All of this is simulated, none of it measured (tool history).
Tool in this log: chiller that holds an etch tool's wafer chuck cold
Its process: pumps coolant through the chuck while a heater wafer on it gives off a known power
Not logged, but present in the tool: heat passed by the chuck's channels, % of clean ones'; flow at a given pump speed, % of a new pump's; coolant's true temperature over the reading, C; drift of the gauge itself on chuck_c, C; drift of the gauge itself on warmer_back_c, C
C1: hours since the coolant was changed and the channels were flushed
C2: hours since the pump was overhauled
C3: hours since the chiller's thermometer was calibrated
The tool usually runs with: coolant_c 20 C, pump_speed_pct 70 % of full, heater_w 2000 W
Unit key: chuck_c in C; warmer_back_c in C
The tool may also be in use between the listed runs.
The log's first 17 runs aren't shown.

run 18 hour=411.6 | coolant_c=12 pump_speed_pct=68 heater_w=2000 | C1=5199 C2=1094 C3=118 | chuck_c=27.4 warmer_back_c=5.64
run 19 hour=443.7 | coolant_c=19 pump_speed_pct=63 heater_w=1898 | C1=5231 C2=1126 C3=150 | chuck_c=34.6 warmer_back_c=5.90
run 20 hour=462.9 | coolant_c=19 pump_speed_pct=63 heater_w=1898 | C1=5250 C2=1145 C3=170 | chuck_c=34.5 warmer_back_c=5.86
run 21 hour=481.4 | coolant_c=19 pump_speed_pct=63 heater_w=1898 | C1=5268 C2=1164 C3=188 | chuck_c=34.5 warmer_back_c=5.82
run 22 hour=503.3 | coolant_c=20 pump_speed_pct=70 heater_w=1804 | C1=5290 C2=1186 C3=210 | chuck_c=33.8 warmer_back_c=5.01
run 23 hour=518.1 | coolant_c=29 pump_speed_pct=70 heater_w=1804 | C1=5305 C2=1200 C3=225 | chuck_c=42.6 warmer_back_c=4.95
run 24 hour=534.9 | coolant_c=19 pump_speed_pct=70 heater_w=2752 | C1=5322 C2=1217 C3=242 | chuck_c=40.0 warmer_back_c=7.52
run 25 hour=557.1 | coolant_c=14 pump_speed_pct=70 heater_w=1198 | C1=5344 C2=1239 C3=264 | chuck_c=23.1 warmer_back_c=3.27
run 26 hour=580.0 | coolant_c=14 pump_speed_pct=70 heater_w=2884 | C1=5367 C2=1262 C3=287 | chuck_c=36.0 warmer_back_c=7.91
run 27 hour=609.0 | coolant_c=16 pump_speed_pct=70 heater_w=2000 | C1=5396 C2=1291 C3=316 | chuck_c=31.1 warmer_back_c=5.49
run 28 hour=631.1 | coolant_c=16 pump_speed_pct=70 heater_w=2000 | C1=5418 C2=1313 C3=338 | chuck_c=31.4 warmer_back_c=5.44

Run 29, settings as shown, results not yet in. Your forecast:
run 29 hour=658.8 | coolant_c=16 pump_speed_pct=92 heater_w=2000 | C1=5446 C2=1341 C3=366 | chuck_c=? warmer_back_c=?

{"run 29": {"chuck_c": 28.8, "warmer_back_c": 4.1}}
With the hidden condition absent and the run-to-run variation left alone, this run would have shown chuck_c 27.5 C, warmer_back_c 4.08 C.

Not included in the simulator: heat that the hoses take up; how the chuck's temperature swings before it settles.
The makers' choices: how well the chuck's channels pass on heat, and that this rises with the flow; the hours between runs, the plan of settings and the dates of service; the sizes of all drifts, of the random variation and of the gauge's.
